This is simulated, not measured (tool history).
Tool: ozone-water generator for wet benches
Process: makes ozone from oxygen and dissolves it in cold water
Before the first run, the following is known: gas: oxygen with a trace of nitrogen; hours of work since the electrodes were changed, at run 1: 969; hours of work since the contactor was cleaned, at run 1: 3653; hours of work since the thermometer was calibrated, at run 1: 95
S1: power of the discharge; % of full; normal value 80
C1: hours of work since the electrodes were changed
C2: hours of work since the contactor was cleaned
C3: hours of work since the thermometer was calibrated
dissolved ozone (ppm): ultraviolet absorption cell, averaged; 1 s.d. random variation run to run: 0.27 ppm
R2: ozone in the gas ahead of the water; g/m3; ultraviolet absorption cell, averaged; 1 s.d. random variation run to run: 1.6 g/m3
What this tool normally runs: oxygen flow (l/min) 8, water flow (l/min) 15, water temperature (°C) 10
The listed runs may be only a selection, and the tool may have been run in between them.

run 1 hour=0 | S1=80 oxygen_flow_(l/min)=8 water_flow_(l/min)=15 water_temperature_(°C)=10 | C1=969 C2=3653 C3=95 | dissolved_ozone_(ppm)=41.1 R2=309.7
run 2 hour=41.2 | S1=80 oxygen_flow_(l/min)=8 water_flow_(l/min)=15 water_temperature_(°C)=10 | C1=994 C2=3677 C3=120 | dissolved_ozone_(ppm)=41 R2=309.6
run 3 hour=89.7 | S1=80 oxygen_flow_(l/min)=8 water_flow_(l/min)=24 water_temperature_(°C)=10 | C1=1023 C2=3707 C3=149 | dissolved_ozone_(ppm)=27.9 R2=307.8
run 4 hour=109.4 | S1=80 oxygen_flow_(l/min)=8 water_flow_(l/min)=24 water_temperature_(°C)=10 | C1=1035 C2=3718 C3=161 | dissolved_ozone_(ppm)=27.5 R2=310.5
run 5 hour=142.2 | S1=80 oxygen_flow_(l/min)=8 water_flow_(l/min)=15 water_temperature_(°C)=10 | C1=1054 C2=3738 C3=181 | dissolved_ozone_(ppm)=40.8 R2=308.3
run 6 hour=163.4 | S1=80 oxygen_flow_(l/min)=8 water_flow_(l/min)=15 water_temperature_(°C)=10 | C1=1067 C2=3751 C3=194 | dissolved_ozone_(ppm)=40.8 R2=308.1
run 7 hour=190 | S1=80 oxygen_flow_(l/min)=8 water_flow_(l/min)=15 water_temperature_(°C)=10 | C1=1083 C2=3767 C3=210 | dissolved_ozone_(ppm)=40.2 R2=309.2
run 8 hour=234.4 | S1=80 oxygen_flow_(l/min)=8 water_flow_(l/min)=13 water_temperature_(°C)=10 | C1=1110 C2=3794 C3=236 | dissolved_ozone_(ppm)=44.7 R2=306.5
run 9 hour=268.9 | S1=80 oxygen_flow_(l/min)=8 water_flow_(l/min)=13 water_temperature_(°C)=10 | C1=1131 C2=3814 C3=257 | dissolved_ozone_(ppm)=45 R2=310.5
run 10 hour=288.5 | S1=80 oxygen_flow_(l/min)=8 water_flow_(l/min)=13 water_temperature_(°C)=10 | C1=1142 C2=3826 C3=269 | dissolved_ozone_(ppm)=44.3 R2=307
run 11 hour=329.4 | S1=80 oxygen_flow_(l/min)=8 water_flow_(l/min)=13 water_temperature_(°C)=10 | C1=1167 C2=3851 C3=294 | dissolved_ozone_(ppm)=45 R2=308.8
run 12 hour=360.4 | S1=80 oxygen_flow_(l/min)=8 water_flow_(l/min)=13 water_temperature_(°C)=10 | C1=1186 C2=3870 C3=312 | dissolved_ozone_(ppm)=45 R2=308
run 13 hour=399.7 | S1=89 oxygen_flow_(l/min)=8 water_flow_(l/min)=13 water_temperature_(°C)=10 | C1=1209 C2=3893 C3=336 | dissolved_ozone_(ppm)=48.7 R2=336.9
run 14 hour=448 | S1=89 oxygen_flow_(l/min)=8 water_flow_(l/min)=13 water_temperature_(°C)=10 | C1=1238 C2=3922 C3=365 | dissolved_ozone_(ppm)=49.7 R2=338
run 15 hour=478.9 | S1=80 oxygen_flow_(l/min)=8 water_flow_(l/min)=9 water_temperature_(°C)=10 | C1=1257 C2=3941 C3=384 | dissolved_ozone_(ppm)=56.1 R2=305.1
run 16 hour=501.4 | S1=80 oxygen_flow_(l/min)=8 water_flow_(l/min)=15 water_temperature_(°C)=10 | C1=1271 C2=3954 C3=397 | dissolved_ozone_(ppm)=40.4 R2=309.4
run 17 hour=522 | S1=80 oxygen_flow_(l/min)=8 water_flow_(l/min)=15 water_temperature_(°C)=10 | C1=1283 C2=3967 C3=410 | dissolved_ozone_(ppm)=40.3 R2=308.9
run 18 hour=568.9 | S1=69 oxygen_flow_(l/min)=8 water_flow_(l/min)=20 water_temperature_(°C)=10 | C1=1311 C2=3995 C3=438 | dissolved_ozone_(ppm)=28.1 R2=269
run 19 hour=611.5 | S1=82 oxygen_flow_(l/min)=11.37 water_flow_(l/min)=20 water_temperature_(°C)=9 | C1=1337 C2=4021 C3=463 | dissolved_ozone_(ppm)=34 R2=268.4
run 20 hour=635.5 | S1=80 oxygen_flow_(l/min)=8 water_flow_(l/min)=10 water_temperature_(°C)=10 | C1=1351 C2=4035 C3=478 | dissolved_ozone_(ppm)=53.3 R2=305.4
run 21 hour=676.6 | S1=62 oxygen_flow_(l/min)=8 water_flow_(l/min)=12 water_temperature_(°C)=11 | C1=1376 C2=4060 C3=503 | dissolved_ozone_(ppm)=37 R2=243.7
run 22 hour=709.4 | S1=62 oxygen_flow_(l/min)=8 water_flow_(l/min)=12 water_temperature_(°C)=11 | C1=1396 C2=4080 C3=522 | dissolved_ozone_(ppm)=36.6 R2=246
-- hour=716.7 contactor cleaned
run 23 hour=744.5 | S1=81 oxygen_flow_(l/min)=8.8 water_flow_(l/min)=14 water_temperature_(°C)=13 | C1=1415 C2=17 C3=541 | dissolved_ozone_(ppm)=40 R2=297.8
run 24 hour=769 | S1=81 oxygen_flow_(l/min)=8.8 water_flow_(l/min)=11 water_temperature_(°C)=8 | C1=1429 C2=31 C3=556 | dissolved_ozone_(ppm)=51.5 R2=296.6
run 25 hour=793.8 | S1=81 oxygen_flow_(l/min)=5.25 water_flow_(l/min)=11 water_temperature_(°C)=8 | C1=1444 C2=46 C3=571 | dissolved_ozone_(ppm)=51.6 R2=367.2
run 26 hour=814.9 | S1=44 oxygen_flow_(l/min)=4.44 water_flow_(l/min)=18 water_temperature_(°C)=7 | C1=1457 C2=59 C3=584 | dissolved_ozone_(ppm)=19 R2=228.9
-- hour=827.3 contactor cleaned, once more
run 27 hour=850.2 | S1=62 oxygen_flow_(l/min)=8 water_flow_(l/min)=15 water_temperature_(°C)=13 | C1=1476 C2=14 C3=602 | dissolved_ozone_(ppm)=31.2 R2=242.8
run 28 hour=882.3 | S1=73 oxygen_flow_(l/min)=10.65 water_flow_(l/min)=15 water_temperature_(°C)=13 | C1=1495 C2=33 C3=622 | dissolved_ozone_(ppm)=35.8 R2=250.6
run 29 hour=905.6 | S1=73 oxygen_flow_(l/min)=10.65 water_flow_(l/min)=15 water_temperature_(°C)=13 | C1=1509 C2=47 C3=636 | dissolved_ozone_(ppm)=36 R2=252.5
run 30 hour=931.6 | S1=73 oxygen_flow_(l/min)=10.65 water_flow_(l/min)=15 water_temperature_(°C)=13 | C1=1525 C2=63 C3=651 | dissolved_ozone_(ppm)=35.9 R2=249.8
run 31 hour=951.8 | S1=73 oxygen_flow_(l/min)=10.65 water_flow_(l/min)=15 water_temperature_(°C)=13 | C1=1537 C2=75 C3=664 | dissolved_ozone_(ppm)=36 R2=249.7
run 32 hour=975.2 | S1=75 oxygen_flow_(l/min)=12.32 water_flow_(l/min)=10 water_temperature_(°C)=13 | C1=1551 C2=89 C3=678 | dissolved_ozone_(ppm)=45.6 R2=240.5

4 options for the next run, each taken on its own from the tool as it stands now. Forecast them:
run A hour=1005.6 | S1=42 oxygen_flow_(l/min)=8 water_flow_(l/min)=10 water_temperature_(°C)=11 | C1=1569 C2=107 C3=696 | dissolved_ozone_(ppm)=? R2=?
run B hour=1005.6 | S1=80 oxygen_flow_(l/min)=4.81 water_flow_(l/min)=19 water_temperature_(°C)=13 | C1=1569 C2=107 C3=696 | dissolved_ozone_(ppm)=? R2=?
run C hour=1005.6 | S1=75 oxygen_flow_(l/min)=12.32 water_flow_(l/min)=12 water_temperature_(°C)=13 | C1=1569 C2=107 C3=696 | dissolved_ozone_(ppm)=? R2=?
run D hour=1005.6 | S1=75 oxygen_flow_(l/min)=7.43 water_flow_(l/min)=10 water_temperature_(°C)=8 | C1=1569 C2=107 C3=696 | dissolved_ozone_(ppm)=? R2=?

run=A dissolved_ozone_(ppm)=29.9 R2=172.3
run=B dissolved_ozone_(ppm)=30.9 R2=375.1
run=C dissolved_ozone_(ppm)=41.6 R2=241.7
run=D dissolved_ozone_(ppm)=53.2 R2=297.8
What these runs would have given with no unlogged condition in the tool:
run=A dissolved_ozone_(ppm)=30.4 R2=173.5
run=B dissolved_ozone_(ppm)=31.7 R2=380.6
run=C dissolved_ozone_(ppm)=42.7 R2=245
run=D dissolved_ozone_(ppm)=54.5 R2=301.9

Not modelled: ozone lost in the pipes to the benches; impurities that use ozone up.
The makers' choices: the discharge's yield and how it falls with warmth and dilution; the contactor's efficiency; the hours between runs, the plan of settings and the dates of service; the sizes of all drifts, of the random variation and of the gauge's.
